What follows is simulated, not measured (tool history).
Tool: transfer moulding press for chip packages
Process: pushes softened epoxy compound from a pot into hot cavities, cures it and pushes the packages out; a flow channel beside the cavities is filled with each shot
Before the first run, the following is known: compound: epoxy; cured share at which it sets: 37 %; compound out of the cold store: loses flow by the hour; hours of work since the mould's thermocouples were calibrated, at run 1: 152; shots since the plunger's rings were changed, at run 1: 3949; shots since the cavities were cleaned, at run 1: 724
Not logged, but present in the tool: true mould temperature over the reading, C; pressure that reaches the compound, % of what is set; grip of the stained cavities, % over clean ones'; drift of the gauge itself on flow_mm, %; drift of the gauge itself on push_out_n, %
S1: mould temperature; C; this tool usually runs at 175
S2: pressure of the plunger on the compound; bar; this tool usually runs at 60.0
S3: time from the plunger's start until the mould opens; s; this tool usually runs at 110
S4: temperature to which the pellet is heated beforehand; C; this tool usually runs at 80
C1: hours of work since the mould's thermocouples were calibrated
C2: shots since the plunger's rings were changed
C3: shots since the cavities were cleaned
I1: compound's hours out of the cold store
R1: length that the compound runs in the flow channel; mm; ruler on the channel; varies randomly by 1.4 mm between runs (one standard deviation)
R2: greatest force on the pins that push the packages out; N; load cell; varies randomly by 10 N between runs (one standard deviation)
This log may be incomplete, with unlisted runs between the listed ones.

run,hour,S1,S2,S3,S4,C1,C2,C3,I1,R1,R2
1,0.0,175,60.0,110,80,152,3949,724,16.2,533,869
# hour 4.7: cavities cleaned with cleaning compound and waxed
2,60.3,175,60.0,110,80,195,4700,711,19.4,522,887
# hour 67.0: cavities cleaned with cleaning compound and waxed
3,123.1,175,60.0,112,80,239,5484,718,14.0,529,846
# hour 128.3: cavities cleaned with cleaning compound and waxed
# hour 187.2: plunger's sealing rings changed
4,187.2,175,60.0,109,80,282,0,721,10.3,567,893
# hour 193.2: cavities cleaned with cleaning compound and waxed
5,247.1,175,60.0,109,80,324,746,689,19.2,542,885
# hour 252.5: cavities cleaned with cleaning compound and waxed
6,296.3,175,60.0,109,80,359,1355,560,33.9,511,821
# hour 311.7: cavities cleaned with cleaning compound and waxed
7,355.7,175,60.0,110,80,400,2094,561,14.4,544,849
# hour 371.6: cavities cleaned with cleaning compound and waxed
# hour 394.9: mould's thermocouples calibrated
8,419.3,175,60.0,110,80,18,2863,584,29.2,513,815
# hour 433.9: cavities cleaned with cleaning compound and waxed
9,482.8,175,60.0,110,80,62,3655,624,41.0,482,803
# hour 494.9: cavities cleaned with cleaning compound and waxed
10,544.4,175,60.0,110,70,106,4423,633,27.4,507,849
# hour 555.6: cavities cleaned with cleaning compound and waxed
11,598.4,175,60.0,110,70,143,5093,546,39.0,487,827
# hour 616.3: cavities cleaned with cleaning compound and waxed
12,641.3,175,60.0,110,70,173,5623,320,22.3,511,755
# hour 676.7: cavities cleaned with cleaning compound and waxed
13,691.0,175,60.0,110,70,208,6238,183,23.7,507,663
# hour 696.8: plunger's sealing rings changed
14,718.8,179,52.6,93,79,226,282,507,38.6,464,782
# hour 738.4: cavities cleaned with cleaning compound and waxed
15,769.2,175,60.0,101,80,261,907,394,42.1,497,824
# hour 797.8: cavities cleaned with cleaning compound and waxed
16,827.9,175,60.0,115,73,303,1637,384,41.0,495,675
# hour 857.3: cavities cleaned with cleaning compound and waxed
17,887.8,175,60.0,115,73,345,2383,389,39.3,493,679
# hour 917.3: cavities cleaned with cleaning compound and waxed
18,917.3,175,60.0,115,73,365,2741,0,30.4,511,447
19,969.4,175,60.0,115,73,402,3407,666,37.7,494,776
# hour 977.6: cavities cleaned with cleaning compound and waxed
# hour 1007.1: mould's thermocouples calibrated
20,1018.4,177,50.0,101,78,8,3989,497,22.3,467,746
# hour 1042.8: cavities cleaned with cleaning compound and waxed
21,1070.9,171,49.2,115,82,45,4640,360,26.4,468,894
# hour 1103.4: cavities cleaned with cleaning compound and waxed
22,1116.5,179,60.0,99,84,77,5203,167,43.7,466,531
23,1141.9,175,69.9,110,80,95,5528,492,24.1,545,761
# hour 1165.8: cavities cleaned with cleaning compound and waxed
# hour 1202.5: plunger's sealing rings changed
24,1202.5,181,67.6,110,80,136,0,437,24.5,547,588
# hour 1232.7: cavities cleaned with cleaning compound and waxed
25,1252.5,181,67.6,110,80,171,620,253,18.2,559,529
# hour 1293.9: cavities cleaned with cleaning compound and waxed
26,1306.3,181,67.6,110,80,208,1289,159,40.6,512,471

Here are 4 independent what-if runs from the current tool condition. What would each one return?
# hour 1357.5: cavities cleaned with cleaning compound and waxed
A,1367.5,175,60.0,147,76,251,2051,128,35.4,?,?
# hour 1357.5: cavities cleaned with cleaning compound and waxed
B,1367.5,181,67.6,99,80,251,2051,128,41.6,?,?
# hour 1357.5: cavities cleaned with cleaning compound and waxed
C,1367.5,175,51.7,110,80,251,2051,128,17.7,?,?
# hour 1357.5: cavities cleaned with cleaning compound and waxed
D,1367.5,175,60.0,95,80,251,2051,128,12.8,?,?

run,R1,R2
A,503,463
B,507,481
C,499,607
D,546,803
With no hidden state in the tool, these same runs would have given:
run,R1,R2
A,513,367
B,517,379
C,509,477
D,557,630

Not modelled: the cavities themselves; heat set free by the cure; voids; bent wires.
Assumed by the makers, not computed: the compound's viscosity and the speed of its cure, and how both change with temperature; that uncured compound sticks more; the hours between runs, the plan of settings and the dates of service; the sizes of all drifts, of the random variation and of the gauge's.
